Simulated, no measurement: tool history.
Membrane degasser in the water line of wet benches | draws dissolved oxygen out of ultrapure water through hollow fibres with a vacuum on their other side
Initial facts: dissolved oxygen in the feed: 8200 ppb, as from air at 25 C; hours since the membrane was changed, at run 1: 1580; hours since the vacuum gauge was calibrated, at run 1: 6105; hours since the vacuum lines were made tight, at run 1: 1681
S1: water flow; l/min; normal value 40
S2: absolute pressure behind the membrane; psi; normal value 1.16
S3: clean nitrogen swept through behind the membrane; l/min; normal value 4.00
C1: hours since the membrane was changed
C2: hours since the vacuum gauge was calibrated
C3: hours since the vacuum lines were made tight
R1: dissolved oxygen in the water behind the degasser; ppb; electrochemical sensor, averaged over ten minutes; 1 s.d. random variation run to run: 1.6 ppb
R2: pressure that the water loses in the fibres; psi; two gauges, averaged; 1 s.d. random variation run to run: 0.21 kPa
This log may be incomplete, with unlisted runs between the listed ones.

| run | hour | S1 | S2 | S3 | C1 | C2 | C3 | R1 | R2 |
|---|---|---|---|---|---|---|---|---|---|
| 1 | 0.0 | 40 | 1.16 | 4.00 | 1580 | 6105 | 1681 | 168.2 | 7.147 |
| 2 | 33.6 | 40 | 1.16 | 4.00 | 1614 | 6138 | 1714 | 165.6 | 7.121 |
| 3 | 100.1 | 40 | 2.29 | 4.00 | 1680 | 6205 | 1781 | 342.8 | 7.136 |
| 4 | 132.3 | 40 | 1.06 | 4.00 | 1712 | 6237 | 1813 | 150.3 | 7.133 |
| 5 | 175.1 | 40 | 1.06 | 4.00 | 1755 | 6280 | 1856 | 149.9 | 7.139 |
| 6 | 210.2 | 40 | 1.16 | 4.00 | 1790 | 6315 | 1891 | 166.7 | 7.158 |
| 7 | 246.6 | 40 | 1.16 | 4.00 | 1827 | 6351 | 1927 | 164.7 | 7.110 |
| 8 | 297.0 | 40 | 1.16 | 1.71 | 1877 | 6402 | 1978 | 304.4 | 7.161 |

Run 9 has not been measured yet. What should we expect?
| 9 | 370.7 | 40 | 1.16 | 1.71 | 1951 | 6475 | 2051 | ? | ? |

{"run 9": {"R1": 305.4, "R2": 7.162}}
On a tool with no hidden condition, and with the same random variation, this run would have come out at R1 281.6 ppb, R2 7.066 psi.

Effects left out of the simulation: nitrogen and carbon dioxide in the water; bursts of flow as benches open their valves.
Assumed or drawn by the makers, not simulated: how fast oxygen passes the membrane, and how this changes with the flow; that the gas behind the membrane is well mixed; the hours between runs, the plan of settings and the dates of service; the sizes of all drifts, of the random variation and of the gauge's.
